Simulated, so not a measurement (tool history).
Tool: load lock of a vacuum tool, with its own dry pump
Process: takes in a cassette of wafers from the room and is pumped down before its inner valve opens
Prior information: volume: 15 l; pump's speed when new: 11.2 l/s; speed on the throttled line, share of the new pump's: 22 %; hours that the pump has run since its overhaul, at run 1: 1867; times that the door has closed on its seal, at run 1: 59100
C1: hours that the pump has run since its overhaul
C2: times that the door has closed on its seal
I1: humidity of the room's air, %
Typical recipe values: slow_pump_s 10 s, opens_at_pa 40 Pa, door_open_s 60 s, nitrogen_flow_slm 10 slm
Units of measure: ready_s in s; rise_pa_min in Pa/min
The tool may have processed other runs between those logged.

run 1 hour=0.0 | slow_pump_s=10 opens_at_pa=40 door_open_s=60 nitrogen_flow_slm=10 | C1=1867 C2=59100 | I1=44.4 | ready_s=18.4 rise_pa_min=0.366
run 2 hour=175.3 | slow_pump_s=10 opens_at_pa=40 door_open_s=60 nitrogen_flow_slm=10 | C1=2042 C2=59657 | I1=45.3 | ready_s=18.3 rise_pa_min=0.378
-- hour=207.4 door's seal changed, seat wiped
run 3 hour=265.3 | slow_pump_s=10 opens_at_pa=40 door_open_s=60 nitrogen_flow_slm=10 | C1=2131 C2=184 | I1=44.4 | ready_s=18.4 rise_pa_min=0.043
run 4 hour=457.8 | slow_pump_s=10 opens_at_pa=40 door_open_s=60 nitrogen_flow_slm=10 | C1=2323 C2=795 | I1=44.6 | ready_s=18.5 rise_pa_min=0.039
run 5 hour=607.0 | slow_pump_s=10 opens_at_pa=40 door_open_s=60 nitrogen_flow_slm=10 | C1=2472 C2=1268 | I1=45.9 | ready_s=18.3 rise_pa_min=0.044
run 6 hour=753.0 | slow_pump_s=10 opens_at_pa=40 door_open_s=60 nitrogen_flow_slm=10 | C1=2618 C2=1732 | I1=44.7 | ready_s=18.6 rise_pa_min=0.050
run 7 hour=908.9 | slow_pump_s=10 opens_at_pa=40 door_open_s=60 nitrogen_flow_slm=10 | C1=2774 C2=2227 | I1=45.6 | ready_s=18.5 rise_pa_min=0.046
run 8 hour=1058.8 | slow_pump_s=10 opens_at_pa=30 door_open_s=60 nitrogen_flow_slm=10 | C1=2924 C2=2703 | I1=44.8 | ready_s=19.1 rise_pa_min=0.050
run 9 hour=1238.7 | slow_pump_s=10 opens_at_pa=30 door_open_s=60 nitrogen_flow_slm=10 | C1=3104 C2=3274 | I1=43.1 | ready_s=18.9 rise_pa_min=0.042
run 10 hour=1358.1 | slow_pump_s=10 opens_at_pa=30 door_open_s=60 nitrogen_flow_slm=10 | C1=3223 C2=3653 | I1=43.6 | ready_s=18.9 rise_pa_min=0.043
run 11 hour=1443.0 | slow_pump_s=5 opens_at_pa=30 door_open_s=60 nitrogen_flow_slm=10 | C1=3308 C2=3922 | I1=44.7 | ready_s=14.9 rise_pa_min=0.051
run 12 hour=1521.8 | slow_pump_s=5 opens_at_pa=30 door_open_s=60 nitrogen_flow_slm=10 | C1=3387 C2=4172 | I1=43.2 | ready_s=15.1 rise_pa_min=0.054
run 13 hour=1676.0 | slow_pump_s=10 opens_at_pa=40 door_open_s=60 nitrogen_flow_slm=10 | C1=3541 C2=4662 | I1=43.3 | ready_s=18.6 rise_pa_min=0.050
run 14 hour=1803.6 | slow_pump_s=10 opens_at_pa=40 door_open_s=76 nitrogen_flow_slm=10 | C1=3669 C2=5067 | I1=45.4 | ready_s=18.4 rise_pa_min=0.056
run 15 hour=1973.7 | slow_pump_s=10 opens_at_pa=40 door_open_s=76 nitrogen_flow_slm=10 | C1=3839 C2=5607 | I1=42.2 | ready_s=18.3 rise_pa_min=0.052
run 16 hour=2124.9 | slow_pump_s=10 opens_at_pa=57 door_open_s=60 nitrogen_flow_slm=10 | C1=3990 C2=6087 | I1=42.6 | ready_s=18.1 rise_pa_min=0.053
run 17 hour=2205.6 | slow_pump_s=10 opens_at_pa=40 door_open_s=60 nitrogen_flow_slm=10 | C1=4071 C2=6343 | I1=46.5 | ready_s=18.7 rise_pa_min=0.052
run 18 hour=2344.1 | slow_pump_s=10 opens_at_pa=40 door_open_s=60 nitrogen_flow_slm=10 | C1=4209 C2=6783 | I1=45.1 | ready_s=18.5 rise_pa_min=0.059
run 19 hour=2523.9 | slow_pump_s=10 opens_at_pa=50 door_open_s=224 nitrogen_flow_slm=10 | C1=4389 C2=7353 | I1=43.2 | ready_s=18.4 rise_pa_min=0.087
run 20 hour=2615.0 | slow_pump_s=10 opens_at_pa=50 door_open_s=224 nitrogen_flow_slm=10 | C1=4480 C2=7643 | I1=45.2 | ready_s=18.4 rise_pa_min=0.091
run 21 hour=2733.9 | slow_pump_s=10 opens_at_pa=76 door_open_s=36 nitrogen_flow_slm=10 | C1=4599 C2=8020 | I1=47.7 | ready_s=17.9 rise_pa_min=0.056
run 22 hour=2904.9 | slow_pump_s=10 opens_at_pa=40 door_open_s=107 nitrogen_flow_slm=6 | C1=4770 C2=8563 | I1=45.3 | ready_s=18.5 rise_pa_min=0.082
run 23 hour=3026.8 | slow_pump_s=10 opens_at_pa=40 door_open_s=107 nitrogen_flow_slm=6 | C1=4892 C2=8950 | I1=47.0 | ready_s=18.6 rise_pa_min=0.078
run 24 hour=3173.8 | slow_pump_s=10 opens_at_pa=40 door_open_s=107 nitrogen_flow_slm=6 | C1=5039 C2=9417 | I1=44.7 | ready_s=18.6 rise_pa_min=0.082
run 25 hour=3338.6 | slow_pump_s=10 opens_at_pa=59 door_open_s=60 nitrogen_flow_slm=19 | C1=5204 C2=9939 | I1=46.9 | ready_s=17.9 rise_pa_min=0.065
run 26 hour=3447.3 | slow_pump_s=18 opens_at_pa=40 door_open_s=62 nitrogen_flow_slm=10 | C1=5313 C2=10285 | I1=48.7 | ready_s=24.7 rise_pa_min=0.071
run 27 hour=3637.2 | slow_pump_s=10 opens_at_pa=59 door_open_s=60 nitrogen_flow_slm=10 | C1=5502 C2=10887 | I1=45.7 | ready_s=18.1 rise_pa_min=0.065
run 28 hour=3770.6 | slow_pump_s=15 opens_at_pa=40 door_open_s=60 nitrogen_flow_slm=10 | C1=5636 C2=11311 | I1=45.0 | ready_s=22.4 rise_pa_min=0.068
run 29 hour=3888.8 | slow_pump_s=11 opens_at_pa=61 door_open_s=48 nitrogen_flow_slm=10 | C1=5754 C2=11686 | I1=46.5 | ready_s=18.9 rise_pa_min=0.066
run 30 hour=4074.7 | slow_pump_s=8 opens_at_pa=40 door_open_s=60 nitrogen_flow_slm=10 | C1=5940 C2=12276 | I1=48.1 | ready_s=17.0 rise_pa_min=0.077
run 31 hour=4252.3 | slow_pump_s=20 opens_at_pa=28 door_open_s=139 nitrogen_flow_slm=6 | C1=6118 C2=12840 | I1=44.1 | ready_s=26.8 rise_pa_min=0.101
run 32 hour=4406.0 | slow_pump_s=20 opens_at_pa=28 door_open_s=139 nitrogen_flow_slm=6 | C1=6271 C2=13328 | I1=43.3 | ready_s=27.0 rise_pa_min=0.101
run 33 hour=4553.9 | slow_pump_s=6 opens_at_pa=40 door_open_s=60 nitrogen_flow_slm=10 | C1=6419 C2=13797 | I1=48.4 | ready_s=15.6 rise_pa_min=0.085
run 34 hour=4679.9 | slow_pump_s=10 opens_at_pa=40 door_open_s=224 nitrogen_flow_slm=14 | C1=6545 C2=14197 | I1=44.5 | ready_s=18.7 rise_pa_min=0.112
run 35 hour=4821.6 | slow_pump_s=10 opens_at_pa=40 door_open_s=224 nitrogen_flow_slm=14 | C1=6687 C2=14647 | I1=41.9 | ready_s=18.8 rise_pa_min=0.101
run 36 hour=4899.7 | slow_pump_s=10 opens_at_pa=28 door_open_s=26 nitrogen_flow_slm=10 | C1=6765 C2=14895 | I1=44.7 | ready_s=19.3 rise_pa_min=0.071

Pick out some run-to-run changes in ready_s. Of each, how much would a tool without hidden state show as well, from the settings, what came in and chance, and how much is left for the hidden state and any gauge scatter not in both results compared?
The tool's hidden condition here consists of: pump's speed, % of a new pump's; leak at the door's seal, Pa l/s; drift of the gauge itself on ready_s, %; drift of the gauge itself on rise_pa_min, %.
Run 6 -> 7: no setting touched and nothing written in the log between the runs. ready_s -0.1 s: hidden state +0.1, all else -0.2.
Run 17 -> 18: no setting touched and nothing written in the log between the runs. ready_s -0.2 s: hidden state +0.1, all else -0.3.
Run 19 -> 20: no setting touched and nothing written in the log between the runs. ready_s +0.0 s: hidden state -0.1, all else +0.1.
Run 25 -> 26: slow_pump_s 10 -> 18, opens_at_pa 59 -> 40, door_open_s 60 -> 62, nitrogen_flow_slm 19 -> 10. ready_s +6.8 s: hidden state +0.0, all else +6.8.
Run 30 -> 31: slow_pump_s 8 -> 20, opens_at_pa 40 -> 28, door_open_s 60 -> 139, nitrogen_flow_slm 10 -> 6. ready_s +9.8 s: hidden state -0.1, all else +9.9.
Run 32 -> 33: slow_pump_s 20 -> 6, opens_at_pa 28 -> 40, door_open_s 139 -> 60, nitrogen_flow_slm 6 -> 10. ready_s -11.4 s: hidden state +0.1, all else -11.5.
